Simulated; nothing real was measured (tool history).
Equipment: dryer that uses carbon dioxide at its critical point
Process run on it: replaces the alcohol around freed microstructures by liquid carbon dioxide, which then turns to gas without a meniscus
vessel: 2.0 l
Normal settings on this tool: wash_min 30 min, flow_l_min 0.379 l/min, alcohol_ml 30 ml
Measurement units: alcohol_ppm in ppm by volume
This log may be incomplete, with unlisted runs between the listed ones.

run 1 hour=0 | wash_min=30 flow_l_min=0.379 alcohol_ml=30 | alcohol_ppm=70
run 2 hour=11 | wash_min=25 flow_l_min=0.379 alcohol_ml=30 | alcohol_ppm=169
run 3 hour=21.4 | wash_min=25 flow_l_min=0.379 alcohol_ml=30 | alcohol_ppm=193
run 4 hour=33.4 | wash_min=30 flow_l_min=0.379 alcohol_ml=63 | alcohol_ppm=150
run 5 hour=40.6 | wash_min=30 flow_l_min=0.379 alcohol_ml=58 | alcohol_ppm=151
run 6 hour=49.5 | wash_min=30 flow_l_min=0.495 alcohol_ml=30 | alcohol_ppm=36
run 7 hour=61.8 | wash_min=46 flow_l_min=0.379 alcohol_ml=30 | alcohol_ppm=12
run 8 hour=69.7 | wash_min=30 flow_l_min=0.379 alcohol_ml=30 | alcohol_ppm=88
run 9 hour=77.1 | wash_min=30 flow_l_min=0.379 alcohol_ml=30 | alcohol_ppm=96
run 10 hour=87.4 | wash_min=30 flow_l_min=0.379 alcohol_ml=30 | alcohol_ppm=91
run 11 hour=97.9 | wash_min=30 flow_l_min=0.379 alcohol_ml=30 | alcohol_ppm=102
run 12 hour=110.6 | wash_min=30 flow_l_min=0.379 alcohol_ml=56 | alcohol_ppm=167
run 13 hour=121.8 | wash_min=30 flow_l_min=0.379 alcohol_ml=78 | alcohol_ppm=223
run 14 hour=129.7 | wash_min=30 flow_l_min=0.379 alcohol_ml=78 | alcohol_ppm=222
run 15 hour=138.4 | wash_min=30 flow_l_min=0.379 alcohol_ml=78 | alcohol_ppm=238
run 16 hour=146.1 | wash_min=30 flow_l_min=0.379 alcohol_ml=78 | alcohol_ppm=239
run 17 hour=155.6 | wash_min=30 flow_l_min=0.379 alcohol_ml=30 | alcohol_ppm=102
run 18 hour=169.3 | wash_min=30 flow_l_min=0.379 alcohol_ml=30 | alcohol_ppm=105
run 19 hour=179.2 | wash_min=30 flow_l_min=0.379 alcohol_ml=30 | alcohol_ppm=108
run 20 hour=192.6 | wash_min=30 flow_l_min=0.499 alcohol_ml=30 | alcohol_ppm=29
run 21 hour=201.2 | wash_min=33 flow_l_min=0.379 alcohol_ml=30 | alcohol_ppm=69
run 22 hour=213.8 | wash_min=33 flow_l_min=0.379 alcohol_ml=30 | alcohol_ppm=87
run 23 hour=224.1 | wash_min=30 flow_l_min=0.379 alcohol_ml=79 | alcohol_ppm=249
run 24 hour=236.9 | wash_min=28 flow_l_min=0.379 alcohol_ml=79 | alcohol_ppm=344
run 25 hour=252.2 | wash_min=28 flow_l_min=0.379 alcohol_ml=79 | alcohol_ppm=371
run 26 hour=267.5 | wash_min=28 flow_l_min=0.379 alcohol_ml=79 | alcohol_ppm=367
run 27 hour=275.2 | wash_min=46 flow_l_min=0.383 alcohol_ml=100 | alcohol_ppm=56
run 28 hour=288.2 | wash_min=30 flow_l_min=0.237 alcohol_ml=62 | alcohol_ppm=1356
run 29 hour=295.7 | wash_min=46 flow_l_min=0.379 alcohol_ml=24 | alcohol_ppm=39
run 30 hour=305.7 | wash_min=46 flow_l_min=0.379 alcohol_ml=24 | alcohol_ppm=28
run 31 hour=317.5 | wash_min=46 flow_l_min=0.379 alcohol_ml=24 | alcohol_ppm=30
run 32 hour=328.5 | wash_min=18 flow_l_min=0.379 alcohol_ml=42 | alcohol_ppm=1081
run 33 hour=335.2 | wash_min=18 flow_l_min=0.379 alcohol_ml=42 | alcohol_ppm=1105
run 34 hour=347.5 | wash_min=22 flow_l_min=0.547 alcohol_ml=22 | alcohol_ppm=79
run 35 hour=356.5 | wash_min=22 flow_l_min=0.547 alcohol_ml=22 | alcohol_ppm=87
run 36 hour=366.4 | wash_min=22 flow_l_min=0.547 alcohol_ml=22 | alcohol_ppm=90
run 37 hour=373.7 | wash_min=22 flow_l_min=0.547 alcohol_ml=22 | alcohol_ppm=90
run 38 hour=383.4 | wash_min=22 flow_l_min=0.547 alcohol_ml=22 | alcohol_ppm=88
run 39 hour=390.5 | wash_min=45 flow_l_min=0.383 alcohol_ml=30 | alcohol_ppm=38
run 40 hour=396.8 | wash_min=29 flow_l_min=0.379 alcohol_ml=50 | alcohol_ppm=250
run 41 hour=404.4 | wash_min=29 flow_l_min=0.379 alcohol_ml=49 | alcohol_ppm=235
run 42 hour=412.7 | wash_min=30 flow_l_min=0.309 alcohol_ml=111 | alcohol_ppm=1085
run 43 hour=423.6 | wash_min=46 flow_l_min=0.387 alcohol_ml=111 | alcohol_ppm=59
run 44 hour=431.6 | wash_min=46 flow_l_min=0.387 alcohol_ml=111 | alcohol_ppm=55
run 45 hour=446.6 | wash_min=36 flow_l_min=0.405 alcohol_ml=30 | alcohol_ppm=68
run 46 hour=459.8 | wash_min=30 flow_l_min=0.398 alcohol_ml=30 | alcohol_ppm=124

Table of differences, measured result less the result of that run with no hidden state. Run-to-run variation is the same in both. Gauge scatter possibly is not:
Hidden conditions of the tool in this case: flow that reaches the vessel past the clogged filter, %; alcohol in the recycled carbon dioxide, ppm; drift of the gauge itself on alcohol_ppm, %.
run=1 alcohol_ppm=+18
run=2 alcohol_ppm=+36
run=3 alcohol_ppm=+40
run=4 alcohol_ppm=+41
run=5 alcohol_ppm=+41
run=6 alcohol_ppm=+13
run=7 alcohol_ppm=+11
run=8 alcohol_ppm=+29
run=9 alcohol_ppm=+31
run=10 alcohol_ppm=+31
run=11 alcohol_ppm=+33
run=12 alcohol_ppm=+57
run=13 alcohol_ppm=+77
run=14 alcohol_ppm=+80
run=15 alcohol_ppm=+83
run=16 alcohol_ppm=+85
run=17 alcohol_ppm=+42
run=18 alcohol_ppm=+43
run=19 alcohol_ppm=+47
run=20 alcohol_ppm=+24
run=21 alcohol_ppm=+38
run=22 alcohol_ppm=+40
run=23 alcohol_ppm=+106
run=24 alcohol_ppm=+141
run=25 alcohol_ppm=+151
run=26 alcohol_ppm=+152
run=27 alcohol_ppm=+33
run=28 alcohol_ppm=+409
run=29 alcohol_ppm=+27
run=30 alcohol_ppm=+27
run=31 alcohol_ppm=+27
run=32 alcohol_ppm=+344
run=33 alcohol_ppm=+353
run=34 alcohol_ppm=+51
run=35 alcohol_ppm=+54
run=36 alcohol_ppm=+55
run=37 alcohol_ppm=+54
run=38 alcohol_ppm=+58
run=39 alcohol_ppm=+34
run=40 alcohol_ppm=+131
run=41 alcohol_ppm=+129
run=42 alcohol_ppm=+480
run=43 alcohol_ppm=+48
run=44 alcohol_ppm=+48
run=45 alcohol_ppm=+50
run=46 alcohol_ppm=+81
